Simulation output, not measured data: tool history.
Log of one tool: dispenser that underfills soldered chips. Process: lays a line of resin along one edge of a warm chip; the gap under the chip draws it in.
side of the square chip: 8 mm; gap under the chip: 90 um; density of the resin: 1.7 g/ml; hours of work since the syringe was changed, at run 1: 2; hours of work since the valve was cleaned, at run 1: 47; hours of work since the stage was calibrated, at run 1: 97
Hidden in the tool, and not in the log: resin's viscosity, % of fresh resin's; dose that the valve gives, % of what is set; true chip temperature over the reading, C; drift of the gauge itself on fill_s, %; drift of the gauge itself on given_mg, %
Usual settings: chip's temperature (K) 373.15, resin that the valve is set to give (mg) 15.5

run	day	chip's temperature (K)	resin that the valve is set to give (mg)	hours of work since the syringe was changed	hours of work since the valve was cleaned	hours of work since the stage was calibrated	time until the resin shows at the far edge (s)	resin that the valve gave (mg)
1	0	373.15	15.5	2	47	97	20.3	15.3
2	0.192	373.15	15.5	5	50	100	25.1	15.18
# day 0.321: new syringe of resin
3	0.367	373.15	15.5	1	53	103	19.3	15.22
4	0.571	364.15	15.5	4	56	107	34.2	15.1
# day 0.742: new syringe of resin
5	0.75	373.15	15.5	0	59	110	18.5	15.13
6	0.871	373.15	15.1	2	61	112	21.1	14.57
7	1	373.15	15.1	4	64	114	24.3	14.74
8	1.121	373.15	15.1	7	66	116	28.4	14.63
# day 1.167: new syringe of resin
9	1.271	373.15	15.5	2	68	118	19.8	15.24
10	1.442	368.15	14.5	5	71	121	30.5	14.07
# day 1.592: new syringe of resin
11	1.683	362.15	17.1	2	75	125	30.3	16.6
12	1.825	373.15	15.1	4	77	128	24.2	14.61
# day 2.017: new syringe of resin
13	2.05	367.15	18.2	1	81	131	23.1	17.65
14	2.196	381.15	18.2	3	84	134	16.3	17.49
15	2.396	363.15	15.5	7	87	137	39.9	14.96
# day 2.433: new syringe of resin
16	2.504	358.15	14.6	1	89	139	35.5	14.11
17	2.612	373.15	17.6	3	91	141	22	16.99

Forecast each of these 4 alternatives for the next run:
A	2.833	362.15	13.6	7	94	145	?	?
B	2.833	376.15	14.8	7	94	145	?	?
C	2.833	359.15	13.7	7	94	145	?	?
D	2.833	386.15	19.8	7	94	145	?	?

run	time until the resin shows at the far edge (s)	resin that the valve gave (mg)
A	44	13.1
B	26	14.33
C	50.6	13.05
D	17.5	19.11
Without the tool's hidden state the same runs would have given:
run	time until the resin shows at the far edge (s)	resin that the valve gave (mg)
A	28.3	13.6
B	16.8	14.88
C	32.6	13.56
D	11.2	19.85
